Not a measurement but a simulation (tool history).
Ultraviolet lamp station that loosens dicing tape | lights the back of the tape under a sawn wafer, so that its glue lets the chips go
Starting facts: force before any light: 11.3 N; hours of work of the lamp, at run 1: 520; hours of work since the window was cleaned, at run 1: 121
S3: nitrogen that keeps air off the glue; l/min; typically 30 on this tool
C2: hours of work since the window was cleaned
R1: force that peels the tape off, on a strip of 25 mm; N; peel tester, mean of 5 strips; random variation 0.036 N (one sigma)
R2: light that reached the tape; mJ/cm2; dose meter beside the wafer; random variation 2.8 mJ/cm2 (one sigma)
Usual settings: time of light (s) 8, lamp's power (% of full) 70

Run 1, hour 0.0: usual settings; hours of work of the lamp 520; C2 121. Result: R1 1.725 N, R2 391 mJ/cm2.
Run 2, hour 11.2: usual settings; hours of work of the lamp 528; C2 128. Result: R1 1.710 N, R2 389 mJ/cm2.
Run 3, hour 32.0: usual settings; hours of work of the lamp 542; C2 142. Result: R1 1.745 N, R2 388 mJ/cm2.
Run 4, hour 52.9: usual settings but S3 14 l/min; hours of work of the lamp 556; C2 157. Result: R1 2.924 N, R2 387 mJ/cm2.
Run 5, hour 72.0: usual settings but S3 14 l/min; hours of work of the lamp 569; C2 169. Result: R1 2.862 N, R2 392 mJ/cm2.
Run 6, hour 89.1: usual settings but S3 14 l/min; hours of work of the lamp 580; C2 181. Result: R1 3.014 N, R2 387 mJ/cm2.

Run 7 is up next; what results do you expect?
Run 7, hour 113.0: usual settings but time of light (s) 5, S3 50 l/min; hours of work of the lamp 596; C2 197. Result: R1 ?, R2 ?.

{"run 7": {"R1": 2.703, "R2": 243}}
If the tool had no hidden condition, the same run with the same run-to-run variation would have returned R1 2.687 N, R2 244 mJ/cm2.

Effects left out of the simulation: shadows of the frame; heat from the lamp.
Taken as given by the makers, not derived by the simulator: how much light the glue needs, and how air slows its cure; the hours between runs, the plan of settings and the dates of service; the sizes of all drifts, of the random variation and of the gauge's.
